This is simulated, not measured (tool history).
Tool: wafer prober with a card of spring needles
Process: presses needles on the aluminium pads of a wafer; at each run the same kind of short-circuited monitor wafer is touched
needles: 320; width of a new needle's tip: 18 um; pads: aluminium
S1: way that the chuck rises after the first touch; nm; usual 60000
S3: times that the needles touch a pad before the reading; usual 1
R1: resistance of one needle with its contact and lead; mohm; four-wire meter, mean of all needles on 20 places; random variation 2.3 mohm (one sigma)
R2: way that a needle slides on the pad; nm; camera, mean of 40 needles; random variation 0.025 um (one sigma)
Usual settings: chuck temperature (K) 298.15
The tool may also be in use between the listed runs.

{"run": 1, "day": 0.0, "S1": 60000, "chuck temperature (K)": 298.15, "S3": 1, "R1": 262, "R2": 9300}
{"day": 0.233, "done": "tips cleaned on abrasive film"}
{"day": 0.521, "done": "tips cleaned on abrasive film"}
{"day": 0.754, "done": "tips cleaned on abrasive film"}
{"day": 1.042, "done": "tips cleaned on abrasive film"}
{"day": 1.271, "done": "tips cleaned on abrasive film"}
{"day": 1.562, "done": "tips cleaned on abrasive film"}
{"day": 1.792, "done": "tips cleaned on abrasive film"}
{"day": 2.025, "done": "tips cleaned on abrasive film"}
{"day": 2.258, "done": "tips cleaned on abrasive film"}
{"day": 2.546, "done": "tips cleaned on abrasive film"}
{"day": 2.833, "done": "tips cleaned on abrasive film"}
{"day": 3.121, "done": "tips cleaned on abrasive film"}
{"day": 3.354, "done": "tips cleaned on abrasive film"}
{"run": 2, "day": 3.479, "S1": 60000, "chuck temperature (K)": 298.15, "S3": 1, "R1": 282, "R2": 9260}
{"day": 3.596, "done": "tips cleaned on abrasive film"}
{"day": 3.829, "done": "tips cleaned on abrasive film"}
{"day": 4.058, "done": "tips cleaned on abrasive film"}
{"day": 4.292, "done": "tips cleaned on abrasive film"}
{"day": 4.579, "done": "tips cleaned on abrasive film"}
{"day": 4.871, "done": "tips cleaned on abrasive film"}
{"day": 5.1, "done": "tips cleaned on abrasive film"}
{"run": 3, "day": 5.146, "S1": 60000, "chuck temperature (K)": 298.15, "S3": 1, "R1": 266, "R2": 9220}
{"day": 5.375, "done": "tips cleaned on abrasive film"}
{"day": 5.388, "done": "height of the first contact set anew"}
{"day": 5.621, "done": "tips cleaned on abrasive film"}
{"day": 5.854, "done": "tips cleaned on abrasive film"}
{"day": 6.083, "done": "tips cleaned on abrasive film"}
{"day": 6.371, "done": "tips cleaned on abrasive film"}
{"day": 6.604, "done": "tips cleaned on abrasive film"}
{"run": 4, "day": 6.762, "S1": 60000, "chuck temperature (K)": 298.15, "S3": 1, "R1": 285, "R2": 9460}
{"day": 6.879, "done": "tips cleaned on abrasive film"}
{"day": 7.167, "done": "tips cleaned on abrasive film"}
{"day": 7.4, "done": "tips cleaned on abrasive film"}
{"day": 7.688, "done": "tips cleaned on abrasive film"}
{"day": 7.975, "done": "tips cleaned on abrasive film"}
{"day": 8.208, "done": "tips cleaned on abrasive film"}
{"day": 8.442, "done": "tips cleaned on abrasive film"}
{"day": 8.729, "done": "tips cleaned on abrasive film"}
{"day": 8.962, "done": "tips cleaned on abrasive film"}
{"day": 9.25, "done": "tips cleaned on abrasive film"}
{"day": 9.538, "done": "tips cleaned on abrasive film"}
{"day": 9.779, "done": "tips cleaned on abrasive film"}
{"run": 5, "day": 9.779, "S1": 60000, "chuck temperature (K)": 298.15, "S3": 2, "R1": 254, "R2": 9320}
{"day": 10.008, "done": "tips cleaned on abrasive film"}
{"day": 10.242, "done": "tips cleaned on abrasive film"}
{"day": 10.475, "done": "tips cleaned on abrasive film"}
{"day": 10.762, "done": "tips cleaned on abrasive film"}
{"day": 10.996, "done": "tips cleaned on abrasive film"}
{"day": 11.283, "done": "tips cleaned on abrasive film"}
{"run": 6, "day": 11.479, "S1": 68000, "chuck temperature (K)": 298.15, "S3": 2, "R1": 267, "R2": 10590}
{"day": 11.542, "done": "tips cleaned on abrasive film"}
{"day": 11.775, "done": "tips cleaned on abrasive film"}
{"day": 12.062, "done": "tips cleaned on abrasive film"}
{"day": 12.35, "done": "tips cleaned on abrasive film"}
{"day": 12.583, "done": "tips cleaned on abrasive film"}
{"day": 12.812, "done": "tips cleaned on abrasive film"}
{"day": 13.046, "done": "tips cleaned on abrasive film"}
{"day": 13.279, "done": "tips cleaned on abrasive film"}
{"day": 13.567, "done": "tips cleaned on abrasive film"}
{"day": 13.8, "done": "tips cleaned on abrasive film"}
{"day": 14.029, "done": "tips cleaned on abrasive film"}
{"day": 14.262, "done": "tips cleaned on abrasive film"}
{"day": 14.55, "done": "tips cleaned on abrasive film"}
{"day": 14.838, "done": "tips cleaned on abrasive film"}
{"run": 7, "day": 15.033, "S1": 68000, "chuck temperature (K)": 298.15, "S3": 2, "R1": 267, "R2": 10470}
{"day": 15.092, "done": "tips cleaned on abrasive film"}
{"day": 15.325, "done": "tips cleaned on abrasive film"}
{"day": 15.558, "done": "tips cleaned on abrasive film"}
{"day": 15.846, "done": "tips cleaned on abrasive film"}
{"day": 16.075, "done": "tips cleaned on abrasive film"}
{"day": 16.308, "done": "tips cleaned on abrasive film"}
{"day": 16.583, "done": "tips cleaned on abrasive film"}
{"run": 8, "day": 16.583, "S1": 60000, "chuck temperature (K)": 354.15, "S3": 1, "R1": 276, "R2": 9140}
{"day": 16.871, "done": "tips cleaned on abrasive film"}
{"day": 17.054, "done": "height of the first contact set anew"}
{"day": 17.171, "done": "tips cleaned on abrasive film"}
{"day": 17.462, "done": "tips cleaned on abrasive film"}
{"day": 17.692, "done": "tips cleaned on abrasive film"}
{"day": 17.983, "done": "tips cleaned on abrasive film"}
{"day": 18.212, "done": "tips cleaned on abrasive film"}
{"day": 18.446, "done": "tips cleaned on abrasive film"}
{"day": 18.733, "done": "tips cleaned on abrasive film"}
{"day": 19.021, "done": "tips cleaned on abrasive film"}
{"run": 9, "day": 19.162, "S1": 60000, "chuck temperature (K)": 333.15, "S3": 1, "R1": 286, "R2": 9400}
{"day": 19.283, "done": "tips cleaned on abrasive film"}
{"day": 19.512, "done": "tips cleaned on abrasive film"}
{"day": 19.804, "done": "tips cleaned on abrasive film"}
{"day": 20.033, "done": "tips cleaned on abrasive film"}
{"day": 20.321, "done": "tips cleaned on abrasive film"}
{"day": 20.612, "done": "tips cleaned on abrasive film"}
{"day": 20.842, "done": "tips cleaned on abrasive film"}
{"day": 21.342, "done": "card fitted with new needles"}
{"day": 21.633, "done": "tips cleaned on abrasive film"}
{"day": 21.921, "done": "tips cleaned on abrasive film"}
{"run": 10, "day": 22.025, "S1": 55000, "chuck temperature (K)": 333.15, "S3": 1, "R1": 287, "R2": 8700}
{"day": 22.2, "done": "tips cleaned on abrasive film"}
{"day": 22.433, "done": "tips cleaned on abrasive film"}
{"day": 22.667, "done": "tips cleaned on abrasive film"}
{"day": 22.896, "done": "tips cleaned on abrasive film"}
{"day": 23.188, "done": "tips cleaned on abrasive film"}
{"day": 23.475, "done": "tips cleaned on abrasive film"}
{"day": 23.762, "done": "tips cleaned on abrasive film"}
{"day": 24.05, "done": "tips cleaned on abrasive film"}
{"day": 24.283, "done": "tips cleaned on abrasive film"}
{"day": 24.517, "done": "tips cleaned on abrasive film"}
{"run": 11, "day": 24.525, "S1": 55000, "chuck temperature (K)": 333.15, "S3": 1, "R1": 268, "R2": 8640}
{"day": 24.754, "done": "tips cleaned on abrasive film"}
{"day": 24.988, "done": "tips cleaned on abrasive film"}
{"day": 25.221, "done": "tips cleaned on abrasive film"}
{"day": 25.45, "done": "tips cleaned on abrasive film"}
{"day": 25.683, "done": "tips cleaned on abrasive film"}
{"day": 25.971, "done": "tips cleaned on abrasive film"}
{"day": 26.258, "done": "tips cleaned on abrasive film"}
{"day": 26.492, "done": "tips cleaned on abrasive film"}
{"day": 26.725, "done": "tips cleaned on abrasive film"}
{"day": 27.012, "done": "tips cleaned on abrasive film"}
{"day": 27.242, "done": "tips cleaned on abrasive film"}
{"day": 27.533, "done": "tips cleaned on abrasive film"}
{"day": 27.762, "done": "tips cleaned on abrasive film"}
{"run": 12, "day": 27.858, "S1": 55000, "chuck temperature (K)": 316.15, "S3": 1, "R1": 279, "R2": 8470}
{"day": 28.033, "done": "tips cleaned on abrasive film"}
{"day": 28.267, "done": "tips cleaned on abrasive film"}
{"day": 28.496, "done": "tips cleaned on abrasive film"}
{"day": 28.788, "done": "tips cleaned on abrasive film"}
{"day": 29.075, "done": "tips cleaned on abrasive film"}
{"day": 29.308, "done": "tips cleaned on abrasive film"}
{"day": 29.596, "done": "tips cleaned on abrasive film"}
{"day": 29.829, "done": "tips cleaned on abrasive film"}
{"day": 30.117, "done": "tips cleaned on abrasive film"}
{"day": 30.404, "done": "tips cleaned on abrasive film"}
{"day": 30.638, "done": "tips cleaned on abrasive film"}
{"run": 13, "day": 30.692, "S1": 51000, "chuck temperature (K)": 298.15, "S3": 1, "R1": 271, "R2": 7800}
{"day": 30.921, "done": "tips cleaned on abrasive film"}
{"day": 31.212, "done": "tips cleaned on abrasive film"}
{"day": 31.5, "done": "tips cleaned on abrasive film"}
{"day": 31.788, "done": "tips cleaned on abrasive film"}
{"day": 32.079, "done": "tips cleaned on abrasive film"}
{"day": 32.367, "done": "tips cleaned on abrasive film"}
{"day": 32.596, "done": "tips cleaned on abrasive film"}
{"day": 32.888, "done": "tips cleaned on abrasive film"}
{"day": 33.012, "done": "height of the first contact set anew"}
{"run": 14, "day": 33.042, "S1": 51000, "chuck temperature (K)": 298.15, "S3": 1, "R1": 285, "R2": 8040}
{"day": 33.162, "done": "tips cleaned on abrasive film"}
{"day": 33.392, "done": "tips cleaned on abrasive film"}
{"day": 33.683, "done": "tips cleaned on abrasive film"}
{"day": 33.971, "done": "tips cleaned on abrasive film"}
{"day": 34.2, "done": "tips cleaned on abrasive film"}
{"day": 34.492, "done": "tips cleaned on abrasive film"}
{"day": 34.721, "done": "tips cleaned on abrasive film"}
{"day": 34.954, "done": "tips cleaned on abrasive film"}
{"day": 35.221, "done": "tips cleaned on abrasive film"}
{"run": 15, "day": 35.221, "S1": 51000, "chuck temperature (K)": 313.15, "S3": 1, "R1": 263, "R2": 7990}
{"day": 35.508, "done": "tips cleaned on abrasive film"}
{"day": 35.8, "done": "tips cleaned on abrasive film"}
{"day": 36.088, "done": "tips cleaned on abrasive film"}
{"day": 36.321, "done": "tips cleaned on abrasive film"}
{"day": 36.55, "done": "tips cleaned on abrasive film"}
{"day": 36.783, "done": "tips cleaned on abrasive film"}
{"day": 37.012, "done": "tips cleaned on abrasive film"}
{"day": 37.304, "done": "tips cleaned on abrasive film"}
{"day": 37.533, "done": "tips cleaned on abrasive film"}
{"day": 37.825, "done": "tips cleaned on abrasive film"}
{"day": 38.112, "done": "tips cleaned on abrasive film"}
{"day": 38.346, "done": "tips cleaned on abrasive film"}
{"run": 16, "day": 38.425, "S1": 60000, "chuck temperature (K)": 333.15, "S3": 3, "R1": 273, "R2": 9360}
{"day": 38.6, "done": "tips cleaned on abrasive film"}
{"day": 38.833, "done": "tips cleaned on abrasive film"}
{"day": 39.121, "done": "tips cleaned on abrasive film"}
{"day": 39.354, "done": "tips cleaned on abrasive film"}
{"day": 39.642, "done": "tips cleaned on abrasive film"}
{"day": 39.875, "done": "tips cleaned on abrasive film"}
{"day": 40.162, "done": "tips cleaned on abrasive film"}
{"day": 40.45, "done": "tips cleaned on abrasive film"}
{"day": 40.683, "done": "tips cleaned on abrasive film"}
{"day": 40.971, "done": "tips cleaned on abrasive film"}
{"day": 41.258, "done": "tips cleaned on abrasive film"}
{"run": 17, "day": 41.292, "S1": 60000, "chuck temperature (K)": 333.15, "S3": 3, "R1": 269, "R2": 9250}

Forecast each of these 4 alternatives for the next run:
{"day": 41.525, "done": "tips cleaned on abrasive film"}
{"day": 41.758, "done": "tips cleaned on abrasive film"}
{"day": 41.988, "done": "tips cleaned on abrasive film"}
{"day": 42.221, "done": "tips cleaned on abrasive film"}
{"day": 42.508, "done": "tips cleaned on abrasive film"}
{"day": 42.796, "done": "tips cleaned on abrasive film"}
{"day": 43.088, "done": "tips cleaned on abrasive film"}
{"day": 43.317, "done": "tips cleaned on abrasive film"}
{"day": 43.55, "done": "tips cleaned on abrasive film"}
{"day": 43.838, "done": "tips cleaned on abrasive film"}
{"day": 44.071, "done": "tips cleaned on abrasive film"}
{"run": "A", "day": 44.262, "S1": 77000, "chuck temperature (K)": 333.15, "S3": 3, "R1": "?", "R2": "?"}
{"day": 41.525, "done": "tips cleaned on abrasive film"}
{"day": 41.758, "done": "tips cleaned on abrasive film"}
{"day": 41.988, "done": "tips cleaned on abrasive film"}
{"day": 42.221, "done": "tips cleaned on abrasive film"}
{"day": 42.508, "done": "tips cleaned on abrasive film"}
{"day": 42.796, "done": "tips cleaned on abrasive film"}
{"day": 43.088, "done": "tips cleaned on abrasive film"}
{"day": 43.317, "done": "tips cleaned on abrasive film"}
{"day": 43.55, "done": "tips cleaned on abrasive film"}
{"day": 43.838, "done": "tips cleaned on abrasive film"}
{"day": 44.071, "done": "tips cleaned on abrasive film"}
{"run": "B", "day": 44.262, "S1": 60000, "chuck temperature (K)": 298.15, "S3": 3, "R1": "?", "R2": "?"}
{"day": 41.525, "done": "tips cleaned on abrasive film"}
{"day": 41.758, "done": "tips cleaned on abrasive film"}
{"day": 41.988, "done": "tips cleaned on abrasive film"}
{"day": 42.221, "done": "tips cleaned on abrasive film"}
{"day": 42.508, "done": "tips cleaned on abrasive film"}
{"day": 42.796, "done": "tips cleaned on abrasive film"}
{"day": 43.088, "done": "tips cleaned on abrasive film"}
{"day": 43.317, "done": "tips cleaned on abrasive film"}
{"day": 43.55, "done": "tips cleaned on abrasive film"}
{"day": 43.838, "done": "tips cleaned on abrasive film"}
{"day": 44.071, "done": "tips cleaned on abrasive film"}
{"run": "C", "day": 44.262, "S1": 60000, "chuck temperature (K)": 360.15, "S3": 1, "R1": "?", "R2": "?"}
{"day": 41.525, "done": "tips cleaned on abrasive film"}
{"day": 41.758, "done": "tips cleaned on abrasive film"}
{"day": 41.988, "done": "tips cleaned on abrasive film"}
{"day": 42.221, "done": "tips cleaned on abrasive film"}
{"day": 42.508, "done": "tips cleaned on abrasive film"}
{"day": 42.796, "done": "tips cleaned on abrasive film"}
{"day": 43.088, "done": "tips cleaned on abrasive film"}
{"day": 43.317, "done": "tips cleaned on abrasive film"}
{"day": 43.55, "done": "tips cleaned on abrasive film"}
{"day": 43.838, "done": "tips cleaned on abrasive film"}
{"day": 44.071, "done": "tips cleaned on abrasive film"}
{"run": "D", "day": 44.262, "S1": 57000, "chuck temperature (K)": 309.15, "S3": 1, "R1": "?", "R2": "?"}

run=A R1=268 R2=11840
run=B R1=268 R2=9140
run=C R1=296 R2=9160
run=D R1=292 R2=8670
Without the tool's hidden state the same runs would have given:
run=A R1=260 R2=12170
run=B R1=254 R2=9460
run=C R1=265 R2=9490
run=D R1=256 R2=9000
